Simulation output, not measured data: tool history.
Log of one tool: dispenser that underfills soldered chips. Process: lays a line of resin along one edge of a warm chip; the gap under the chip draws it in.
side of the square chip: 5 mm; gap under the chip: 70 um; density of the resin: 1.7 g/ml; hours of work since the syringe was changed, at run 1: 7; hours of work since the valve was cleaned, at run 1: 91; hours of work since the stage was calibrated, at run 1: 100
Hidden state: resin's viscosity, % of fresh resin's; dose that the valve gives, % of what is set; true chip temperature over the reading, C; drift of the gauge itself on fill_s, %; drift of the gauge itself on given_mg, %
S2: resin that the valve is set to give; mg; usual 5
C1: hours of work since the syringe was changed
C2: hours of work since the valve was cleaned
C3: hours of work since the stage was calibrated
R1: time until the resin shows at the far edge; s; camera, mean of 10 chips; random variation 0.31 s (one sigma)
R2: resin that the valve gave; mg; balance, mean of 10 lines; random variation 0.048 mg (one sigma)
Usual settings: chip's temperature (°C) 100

run 1 day=0 | chip's_temperature_(°C)=100 S2=5 | C1=7 C2=91 C3=100 | R1=14 R2=4.81
-- day=0.092 new syringe of resin
run 2 day=0.096 | chip's_temperature_(°C)=98 S2=5 | C1=0 C2=93 C3=101 | R1=9 R2=4.67
run 3 day=0.204 | chip's_temperature_(°C)=98 S2=5 | C1=2 C2=95 C3=103 | R1=9.3 R2=4.79
run 4 day=0.342 | chip's_temperature_(°C)=98 S2=5 | C1=5 C2=97 C3=106 | R1=12.3 R2=4.69
run 5 day=0.433 | chip's_temperature_(°C)=98 S2=5 | C1=6 C2=99 C3=108 | R1=13.9 R2=4.78
-- day=0.538 new syringe of resin
run 6 day=0.583 | chip's_temperature_(°C)=98 S2=5 | C1=1 C2=102 C3=110 | R1=9.2 R2=4.71
run 7 day=0.742 | chip's_temperature_(°C)=100 S2=5 | C1=4 C2=105 C3=113 | R1=10.9 R2=4.63
-- day=0.833 dispensing valve cleaned and set on the balance
run 8 day=0.938 | chip's_temperature_(°C)=100 S2=5 | C1=7 C2=2 C3=116 | R1=13.4 R2=5.01
-- day=1.008 new syringe of resin
run 9 day=1.138 | chip's_temperature_(°C)=100 S2=5 | C1=2 C2=5 C3=120 | R1=9.1 R2=4.96
run 10 day=1.283 | chip's_temperature_(°C)=100 S2=5 | C1=5 C2=8 C3=123 | R1=11.4 R2=4.97
run 11 day=1.383 | chip's_temperature_(°C)=100 S2=5 | C1=7 C2=10 C3=124 | R1=13.2 R2=4.94
-- day=1.45 new syringe of resin
run 12 day=1.479 | chip's_temperature_(°C)=100 S2=5 | C1=1 C2=12 C3=126 | R1=8.3 R2=5.02
run 13 day=1.588 | chip's_temperature_(°C)=100 S2=5 | C1=3 C2=14 C3=128 | R1=9.6 R2=4.96
run 14 day=1.742 | chip's_temperature_(°C)=100 S2=5 | C1=5 C2=17 C3=131 | R1=11.1 R2=4.96
run 15 day=1.854 | chip's_temperature_(°C)=108 S2=5 | C1=8 C2=19 C3=133 | R1=10.1 R2=4.94
-- day=1.888 new syringe of resin
run 16 day=2.012 | chip's_temperature_(°C)=108 S2=5 | C1=2 C2=21 C3=136 | R1=7 R2=4.93
run 17 day=2.15 | chip's_temperature_(°C)=108 S2=5 | C1=5 C2=24 C3=138 | R1=8.6 R2=4.95
run 18 day=2.242 | chip's_temperature_(°C)=109 S2=5 | C1=7 C2=26 C3=140 | R1=9.7 R2=4.86
-- day=2.329 new syringe of resin
run 19 day=2.346 | chip's_temperature_(°C)=109 S2=5 | C1=0 C2=28 C3=142 | R1=6 R2=4.89
run 20 day=2.504 | chip's_temperature_(°C)=99 S2=5.04 | C1=3 C2=30 C3=145 | R1=10.7 R2=4.96
run 21 day=2.621 | chip's_temperature_(°C)=96 S2=6.2 | C1=6 C2=33 C3=147 | R1=14.2 R2=6.06
run 22 day=2.729 | chip's_temperature_(°C)=104 S2=4.87 | C1=8 C2=35 C3=149 | R1=12.2 R2=4.78
-- day=2.762 new syringe of resin
run 23 day=2.883 | chip's_temperature_(°C)=107 S2=4.47 | C1=2 C2=37 C3=152 | R1=7.6 R2=4.37
run 24 day=2.962 | chip's_temperature_(°C)=112 S2=5 | C1=4 C2=39 C3=153 | R1=7.1 R2=4.86
run 25 day=3.058 | chip's_temperature_(°C)=100 S2=4.53 | C1=6 C2=41 C3=155 | R1=12.6 R2=4.41
run 26 day=3.15 | chip's_temperature_(°C)=114 S2=5.51 | C1=7 C2=42 C3=157 | R1=8 R2=5.39
-- day=3.204 new syringe of resin
run 27 day=3.292 | chip's_temperature_(°C)=114 S2=5.51 | C1=2 C2=45 C3=159 | R1=5.8 R2=5.36
run 28 day=3.429 | chip's_temperature_(°C)=104 S2=4.73 | C1=4 C2=47 C3=162 | R1=9.3 R2=4.57
run 29 day=3.583 | chip's_temperature_(°C)=94 S2=4.48 | C1=7 C2=50 C3=165 | R1=17.6 R2=4.3
-- day=3.646 new syringe of resin
run 30 day=3.771 | chip's_temperature_(°C)=100 S2=5.25 | C1=2 C2=54 C3=168 | R1=9.5 R2=5.15
run 31 day=3.938 | chip's_temperature_(°C)=100 S2=5.25 | C1=5 C2=57 C3=171 | R1=12 R2=5.07
-- day=4.083 new syringe of resin
run 32 day=4.096 | chip's_temperature_(°C)=86 S2=5.21 | C1=0 C2=59 C3=174 | R1=13.7 R2=5.03
run 33 day=4.271 | chip's_temperature_(°C)=86 S2=5.21 | C1=4 C2=63 C3=177 | R1=18 R2=5.04
run 34 day=4.371 | chip's_temperature_(°C)=98 S2=4.8 | C1=5 C2=65 C3=179 | R1=12.5 R2=4.57
-- day=4.512 new syringe of resin
run 35 day=4.512 | chip's_temperature_(°C)=98 S2=4.8 | C1=0 C2=67 C3=181 | R1=8.8 R2=4.64
run 36 day=4.629 | chip's_temperature_(°C)=98 S2=4.8 | C1=2 C2=69 C3=184 | R1=10.1 R2=4.58

Forecast each of these 5 alternatives for the next run:
run A day=4.796 | chip's_temperature_(°C)=98 S2=5.16 | C1=5 C2=72 C3=187 | R1=? R2=?
run B day=4.796 | chip's_temperature_(°C)=106 S2=4.36 | C1=5 C2=72 C3=187 | R1=? R2=?
run C day=4.796 | chip's_temperature_(°C)=105 S2=6.29 | C1=5 C2=72 C3=187 | R1=? R2=?
run D day=4.796 | chip's_temperature_(°C)=96 S2=5.85 | C1=5 C2=72 C3=187 | R1=? R2=?
run E day=4.796 | chip's_temperature_(°C)=99 S2=4.52 | C1=5 C2=72 C3=187 | R1=? R2=?

run=A R1=12.9 R2=4.91
run=B R1=9.6 R2=4.25
run=C R1=9.7 R2=6.01
run=D R1=13.8 R2=5.63
run=E R1=12.5 R2=4.26
Without the tool's hidden state the same runs would have given:
run=A R1=8.4 R2=5.12
run=B R1=6.2 R2=4.43
run=C R1=6.2 R2=6.26
run=D R1=9 R2=5.87
run=E R1=8 R2=4.45

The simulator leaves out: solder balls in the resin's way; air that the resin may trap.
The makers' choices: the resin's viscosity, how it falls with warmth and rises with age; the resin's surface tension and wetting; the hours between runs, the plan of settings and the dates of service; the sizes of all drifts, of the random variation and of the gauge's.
